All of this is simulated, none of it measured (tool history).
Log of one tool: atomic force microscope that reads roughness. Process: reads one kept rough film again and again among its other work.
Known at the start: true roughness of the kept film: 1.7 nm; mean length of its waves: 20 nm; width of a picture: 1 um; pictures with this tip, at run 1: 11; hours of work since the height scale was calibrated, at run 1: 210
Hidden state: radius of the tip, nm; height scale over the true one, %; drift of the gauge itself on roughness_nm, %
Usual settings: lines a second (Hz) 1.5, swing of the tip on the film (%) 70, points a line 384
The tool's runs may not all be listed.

| run | day | lines a second (Hz) | swing of the tip on the film (%) | points a line | pictures with this tip | hours of work since the height scale was calibrated | roughness of the kept film (nm (root mean square)) |
|---|---|---|---|---|---|---|---|
| 1 | 0 | 1.5 | 70 | 384 | 11 | 210 | 1.279 |
| 2 | 0.483 | 1.23 | 70 | 384 | 25 | 215 | 1.255 |
| 3 | 0.808 | 1.5 | 70 | 384 | 34 | 219 | 1.236 |
| 4 | 1.383 | 1.5 | 66 | 384 | 51 | 225 | 1.22 |
| 5 | 1.975 | 1.5 | 66 | 384 | 68 | 232 | 1.198 |
| 6 | 2.346 | 1.5 | 66 | 384 | 78 | 236 | 1.18 |
| 7 | 2.708 | 1.5 | 64 | 384 | 89 | 241 | 1.167 |
| 8 | 3.367 | 1.5 | 64 | 384 | 108 | 248 | 1.151 |
| 9 | 3.95 | 1.5 | 64 | 384 | 124 | 255 | 1.132 |
| 10 | 4.629 | 1.5 | 64 | 384 | 144 | 263 | 1.091 |
| 11 | 5.117 | 1.5 | 64 | 384 | 158 | 268 | 1.071 |
| 12 | 5.767 | 1.5 | 64 | 384 | 176 | 276 | 1.051 |
| 13 | 6.438 | 1.5 | 64 | 384 | 196 | 284 | 1.029 |
| 14 | 6.779 | 1.5 | 64 | 384 | 205 | 287 | 1.019 |
|  | 7.017 | new tip fitted |
| 15 | 7.104 | 1.5 | 64 | 384 | 2 | 291 | 1.33 |
| 16 | 7.608 | 2.18 | 86 | 384 | 16 | 297 | 1.075 |
| 17 | 7.988 | 1.52 | 89 | 553 | 27 | 301 | 1.112 |
| 18 | 8.583 | 2.83 | 74 | 780 | 44 | 308 | 1.098 |
| 19 | 9.058 | 0.79 | 57 | 384 | 58 | 313 | 1.264 |
| 20 | 9.358 | 0.53 | 70 | 384 | 67 | 317 | 1.234 |
| 21 | 10.038 | 0.53 | 70 | 384 | 86 | 325 | 1.212 |
| 22 | 10.75 | 1.21 | 58 | 314 | 107 | 333 | 1.166 |
| 23 | 11.317 | 1.21 | 78 | 735 | 123 | 339 | 1.093 |
| 24 | 11.979 | 1.5 | 83 | 380 | 142 | 347 | 0.994 |
| 25 | 12.446 | 1.5 | 83 | 380 | 155 | 352 | 0.97 |
| 26 | 13.042 | 1.5 | 67 | 380 | 172 | 359 | 1.051 |
| 27 | 13.492 | 0.64 | 57 | 361 | 185 | 364 | 1.083 |
| 28 | 13.808 | 3.68 | 81 | 273 | 194 | 368 | 0.785 |
|  | 14.454 | new tip fitted |
| 29 | 14.512 | 0.51 | 70 | 384 | 2 | 376 | 1.372 |

Forecast each of these 3 alternatives for the next run:
| A | 14.938 | 0.51 | 57 | 691 | 14 | 381 | ? |
| B | 14.938 | 1.46 | 70 | 589 | 14 | 381 | ? |
| C | 14.938 | 3.91 | 70 | 384 | 14 | 381 | ? |

| run | roughness of the kept film (nm (root mean square)) |
|---|---|
| A | 1.374 |
| B | 1.289 |
| C | 1.125 |
Without the tool's hidden state the same runs would have given:
| run | roughness of the kept film (nm (root mean square)) |
|---|---|
| A | 1.426 |
| B | 1.337 |
| C | 1.167 |

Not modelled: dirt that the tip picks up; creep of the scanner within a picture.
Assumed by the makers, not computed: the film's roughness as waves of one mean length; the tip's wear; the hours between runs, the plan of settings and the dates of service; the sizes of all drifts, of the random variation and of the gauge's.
